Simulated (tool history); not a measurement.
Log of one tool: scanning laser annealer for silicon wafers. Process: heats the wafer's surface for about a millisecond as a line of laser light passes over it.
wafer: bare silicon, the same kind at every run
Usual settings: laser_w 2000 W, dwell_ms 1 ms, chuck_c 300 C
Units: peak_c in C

run 1 day=0 | laser_w=2000 dwell_ms=1 chuck_c=300 | peak_c=1118
run 2 day=0.308 | laser_w=2000 dwell_ms=0.74 chuck_c=300 | peak_c=993
run 3 day=0.654 | laser_w=2000 dwell_ms=0.74 chuck_c=300 | peak_c=992
run 4 day=0.925 | laser_w=2000 dwell_ms=1 chuck_c=300 | peak_c=1119
run 5 day=1.238 | laser_w=1929 dwell_ms=1 chuck_c=300 | peak_c=1084
run 6 day=1.558 | laser_w=1929 dwell_ms=1 chuck_c=300 | peak_c=1085
run 7 day=1.854 | laser_w=1929 dwell_ms=1 chuck_c=308 | peak_c=1091
run 8 day=2.038 | laser_w=1929 dwell_ms=1 chuck_c=308 | peak_c=1093
run 9 day=2.379 | laser_w=1929 dwell_ms=0.71 chuck_c=308 | peak_c=958
run 10 day=2.6 | laser_w=1929 dwell_ms=0.71 chuck_c=308 | peak_c=958
run 11 day=2.788 | laser_w=2000 dwell_ms=1 chuck_c=285 | peak_c=1105
run 12 day=3.162 | laser_w=2000 dwell_ms=1 chuck_c=311 | peak_c=1132
run 13 day=3.354 | laser_w=2000 dwell_ms=0.92 chuck_c=311 | peak_c=1091
run 14 day=3.675 | laser_w=2000 dwell_ms=0.92 chuck_c=311 | peak_c=1091
run 15 day=4 | laser_w=2000 dwell_ms=0.92 chuck_c=311 | peak_c=1091
run 16 day=4.271 | laser_w=2000 dwell_ms=0.76 chuck_c=311 | peak_c=1012
run 17 day=4.45 | laser_w=2000 dwell_ms=1 chuck_c=300 | peak_c=1115
run 18 day=4.838 | laser_w=2000 dwell_ms=1 chuck_c=300 | peak_c=1114
run 19 day=5.029 | laser_w=2000 dwell_ms=1 chuck_c=300 | peak_c=1119
run 20 day=5.246 | laser_w=2000 dwell_ms=1 chuck_c=300 | peak_c=1117
run 21 day=5.596 | laser_w=2000 dwell_ms=0.92 chuck_c=300 | peak_c=1083
run 22 day=5.988 | laser_w=2043 dwell_ms=1.13 chuck_c=327 | peak_c=1219
run 23 day=6.204 | laser_w=2002 dwell_ms=0.95 chuck_c=320 | peak_c=1117
run 24 day=6.375 | laser_w=2013 dwell_ms=1.17 chuck_c=290 | peak_c=1187
run 25 day=6.767 | laser_w=1989 dwell_ms=0.87 chuck_c=321 | peak_c=1074
run 26 day=7.067 | laser_w=1989 dwell_ms=0.87 chuck_c=321 | peak_c=1078
run 27 day=7.358 | laser_w=1868 dwell_ms=0.86 chuck_c=294 | peak_c=988
run 28 day=7.533 | laser_w=1868 dwell_ms=0.86 chuck_c=294 | peak_c=990
run 29 day=7.792 | laser_w=1798 dwell_ms=1 chuck_c=263 | peak_c=987
run 30 day=8.079 | laser_w=1798 dwell_ms=1 chuck_c=263 | peak_c=986
run 31 day=8.325 | laser_w=1798 dwell_ms=1 chuck_c=263 | peak_c=987
run 32 day=8.521 | laser_w=1742 dwell_ms=1.21 chuck_c=263 | peak_c=1041
run 33 day=8.775 | laser_w=2112 dwell_ms=0.75 chuck_c=302 | peak_c=1043
run 34 day=9.092 | laser_w=1977 dwell_ms=0.76 chuck_c=300 | peak_c=991
run 35 day=9.325 | laser_w=1977 dwell_ms=0.76 chuck_c=300 | peak_c=993
run 36 day=9.667 | laser_w=1752 dwell_ms=1.07 chuck_c=318 | peak_c=1047
run 37 day=10.058 | laser_w=1752 dwell_ms=1.07 chuck_c=318 | peak_c=1049
run 38 day=10.333 | laser_w=2000 dwell_ms=0.88 chuck_c=300 | peak_c=1060
run 39 day=10.533 | laser_w=1929 dwell_ms=1.24 chuck_c=301 | peak_c=1184
run 40 day=10.7 | laser_w=2149 dwell_ms=0.72 chuck_c=300 | peak_c=1040

5 ways to go on from here, each from the tool as it stands after run 40. What would each give?
run A day=11.021 | laser_w=2106 dwell_ms=1.06 chuck_c=314 | peak_c=?
run B day=11.021 | laser_w=2000 dwell_ms=0.78 chuck_c=300 | peak_c=?
run C day=11.021 | laser_w=2149 dwell_ms=0.72 chuck_c=305 | peak_c=?
run D day=11.021 | laser_w=2015 dwell_ms=1.01 chuck_c=300 | peak_c=?
run E day=11.021 | laser_w=1752 dwell_ms=1 chuck_c=300 | peak_c=?

run=A peak_c=1211
run=B peak_c=1010
run=C peak_c=1045
run=D peak_c=1126
run=E peak_c=1005
Without the tool's hidden state the same runs would have given:
run=A peak_c=1211
run=B peak_c=1010
run=C peak_c=1045
run=D peak_c=1127
run=E peak_c=1005
